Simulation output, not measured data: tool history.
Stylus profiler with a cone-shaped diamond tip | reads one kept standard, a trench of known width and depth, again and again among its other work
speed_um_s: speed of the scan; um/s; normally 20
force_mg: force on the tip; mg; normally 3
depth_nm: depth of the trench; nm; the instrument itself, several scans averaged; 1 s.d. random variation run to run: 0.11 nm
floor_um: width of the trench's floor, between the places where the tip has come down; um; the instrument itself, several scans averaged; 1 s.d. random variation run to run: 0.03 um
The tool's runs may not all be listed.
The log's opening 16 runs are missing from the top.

| run | day | speed_um_s | force_mg | scans with this tip | hours of work since the height scale was calibrated | depth_nm | floor_um |
|---|---|---|---|---|---|---|---|
| 17 | 7.375 | 39 | 3 | 3652 | 336 | 1006.57 | 11.38 |
| 18 | 8.054 | 20 | 4.42 | 3748 | 345 | 1008.31 | 11.4 |
| 19 | 8.729 | 20 | 8.8 | 3842 | 354 | 1013.55 | 11.34 |
| 20 | 9.354 | 20 | 2.16 | 3930 | 362 | 1004.84 | 11.18 |
| 21 | 9.925 | 20 | 2.16 | 4010 | 369 | 1005.11 | 11.15 |
| 22 | 10.367 | 20 | 2.16 | 4072 | 375 | 1004.97 | 11.14 |
| 23 | 10.642 | 20 | 2.16 | 4111 | 379 | 1005.08 | 11.11 |
| 24 | 11.179 | 20 | 2.16 | 4186 | 386 | 1004.88 | 11.07 |

What does the tool deliver on the next run?
| 25 | 11.846 | 12 | 1.26 | 4279 | 394 | ? | ? |

Run 25 came out at depth_nm 1003.37 nm, floor_um 11.07 um.
With the hidden condition absent and the run-to-run variation left alone, this run would have shown depth_nm 1003.95 nm, floor_um 13.97 um.
